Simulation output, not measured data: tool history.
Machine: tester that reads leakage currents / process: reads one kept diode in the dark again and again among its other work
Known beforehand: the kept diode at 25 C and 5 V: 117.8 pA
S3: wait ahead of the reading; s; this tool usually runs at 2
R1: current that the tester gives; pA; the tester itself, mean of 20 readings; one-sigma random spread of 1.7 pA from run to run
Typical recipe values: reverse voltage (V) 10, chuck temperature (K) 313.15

{"run": 1, "day": 0.0, "reverse voltage (V)": 10, "chuck temperature (K)": 313.15, "S3": 2, "R1": 528.64}
{"run": 2, "day": 2.575, "reverse voltage (V)": 10, "chuck temperature (K)": 313.15, "S3": 2, "R1": 531.48}
{"run": 3, "day": 4.288, "reverse voltage (V)": 10, "chuck temperature (K)": 313.15, "S3": 4.81, "R1": 527.24}
{"run": 4, "day": 6.008, "reverse voltage (V)": 2.7, "chuck temperature (K)": 313.15, "S3": 4.81, "R1": 249.48}
{"run": 5, "day": 8.383, "reverse voltage (V)": 10, "chuck temperature (K)": 313.15, "S3": 2, "R1": 530.68}
{"run": 6, "day": 10.229, "reverse voltage (V)": 10, "chuck temperature (K)": 313.15, "S3": 2, "R1": 526.37}
{"run": 7, "day": 11.858, "reverse voltage (V)": 10, "chuck temperature (K)": 313.15, "S3": 2, "R1": 524.38}
{"run": 8, "day": 13.612, "reverse voltage (V)": 10, "chuck temperature (K)": 313.15, "S3": 2, "R1": 526.25}
{"run": 9, "day": 14.942, "reverse voltage (V)": 10, "chuck temperature (K)": 313.15, "S3": 2, "R1": 525.08}
{"run": 10, "day": 17.104, "reverse voltage (V)": 10, "chuck temperature (K)": 313.15, "S3": 2, "R1": 522.86}
{"run": 11, "day": 18.858, "reverse voltage (V)": 10, "chuck temperature (K)": 306.15, "S3": 2, "R1": 308.32}
{"run": 12, "day": 20.754, "reverse voltage (V)": 10, "chuck temperature (K)": 306.15, "S3": 2, "R1": 306.58}
{"run": 13, "day": 22.621, "reverse voltage (V)": 10, "chuck temperature (K)": 313.15, "S3": 1.95, "R1": 521.31}
{"run": 14, "day": 24.525, "reverse voltage (V)": 10, "chuck temperature (K)": 313.15, "S3": 1.95, "R1": 520.94}
{"run": 15, "day": 26.483, "reverse voltage (V)": 1.1, "chuck temperature (K)": 313.15, "S3": 2, "R1": 147.35}
{"run": 16, "day": 28.079, "reverse voltage (V)": 1.1, "chuck temperature (K)": 313.15, "S3": 2, "R1": 147.8}
{"run": 17, "day": 30.142, "reverse voltage (V)": 10, "chuck temperature (K)": 297.15, "S3": 2, "R1": 150.08}
{"run": 18, "day": 32.129, "reverse voltage (V)": 10, "chuck temperature (K)": 297.15, "S3": 2, "R1": 149.48}
{"run": 19, "day": 33.308, "reverse voltage (V)": 10, "chuck temperature (K)": 297.15, "S3": 2, "R1": 149.72}
{"run": 20, "day": 35.55, "reverse voltage (V)": 10, "chuck temperature (K)": 297.15, "S3": 2, "R1": 149.41}
{"run": 21, "day": 38.196, "reverse voltage (V)": 10, "chuck temperature (K)": 313.15, "S3": 0.72, "R1": 517.51}
{"run": 22, "day": 40.138, "reverse voltage (V)": 10, "chuck temperature (K)": 331.15, "S3": 5.93, "R1": 1825.43}
{"run": 23, "day": 42.221, "reverse voltage (V)": 10, "chuck temperature (K)": 331.15, "S3": 5.93, "R1": 1819.94}
{"run": 24, "day": 44.446, "reverse voltage (V)": 18.7, "chuck temperature (K)": 329.15, "S3": 5.93, "R1": 2253.75}
{"run": 25, "day": 46.083, "reverse voltage (V)": 9.3, "chuck temperature (K)": 329.15, "S3": 1.12, "R1": 1524.93}
{"run": 26, "day": 47.333, "reverse voltage (V)": 5.1, "chuck temperature (K)": 313.15, "S3": 4.95, "R1": 346.29}
{"run": 27, "day": 48.712, "reverse voltage (V)": 5.1, "chuck temperature (K)": 313.15, "S3": 4.95, "R1": 347.41}
{"run": 28, "day": 50.254, "reverse voltage (V)": 5.1, "chuck temperature (K)": 313.15, "S3": 4.95, "R1": 345.93}
{"run": 29, "day": 51.983, "reverse voltage (V)": 1.1, "chuck temperature (K)": 313.15, "S3": 4.95, "R1": 144.81}
{"run": 30, "day": 53.908, "reverse voltage (V)": 6.8, "chuck temperature (K)": 319.15, "S3": 4.95, "R1": 626.74}
{"run": 31, "day": 55.571, "reverse voltage (V)": 16, "chuck temperature (K)": 313.15, "S3": 2, "R1": 661.22}
{"run": 32, "day": 57.662, "reverse voltage (V)": 12.6, "chuck temperature (K)": 313.15, "S3": 2.4, "R1": 577.54}
{"run": 33, "day": 59.829, "reverse voltage (V)": 2.1, "chuck temperature (K)": 323.15, "S3": 2, "R1": 425.41}
{"run": 34, "day": 61.317, "reverse voltage (V)": 2.1, "chuck temperature (K)": 323.15, "S3": 2, "R1": 426}
{"run": 35, "day": 63.5, "reverse voltage (V)": 2.1, "chuck temperature (K)": 323.15, "S3": 2, "R1": 423.03}
{"run": 36, "day": 65.783, "reverse voltage (V)": 1.1, "chuck temperature (K)": 313.15, "S3": 2, "R1": 142.81}
{"run": 37, "day": 68.292, "reverse voltage (V)": 1.1, "chuck temperature (K)": 313.15, "S3": 2, "R1": 142.68}

Had the tool no unlogged condition, and each run kept its random variation, what would the results have been?
Hidden conditions of the tool in this case: stray current of the dirty probe card, pA a volt; current scale over the true one, %; true chuck temperature over the reading, C; drift of the gauge itself on leakage_pa, %.
run=1 R1=559.06
run=2 R1=563.13
run=3 R1=559.51
run=4 R1=265.17
run=5 R1=564.94
run=6 R1=561.16
run=7 R1=559.79
run=8 R1=562.65
run=9 R1=562
run=10 R1=560.65
run=11 R1=331.74
run=12 R1=330.31
run=13 R1=561.42
run=14 R1=561.88
run=15 R1=159.42
run=16 R1=160.12
run=17 R1=162.92
run=18 R1=162.53
run=19 R1=162.94
run=20 R1=162.83
run=21 R1=564.17
run=22 R1=1980.34
run=23 R1=1977.53
run=24 R1=2454.41
run=25 R1=1663.41
run=26 R1=380.85
run=27 R1=382.57
run=28 R1=381.47
run=29 R1=160.16
run=30 R1=691.32
run=31 R1=730.62
run=32 R1=639.65
run=33 R1=471.04
run=34 R1=472.24
run=35 R1=469.71
run=36 R1=159.81
run=37 R1=160.01

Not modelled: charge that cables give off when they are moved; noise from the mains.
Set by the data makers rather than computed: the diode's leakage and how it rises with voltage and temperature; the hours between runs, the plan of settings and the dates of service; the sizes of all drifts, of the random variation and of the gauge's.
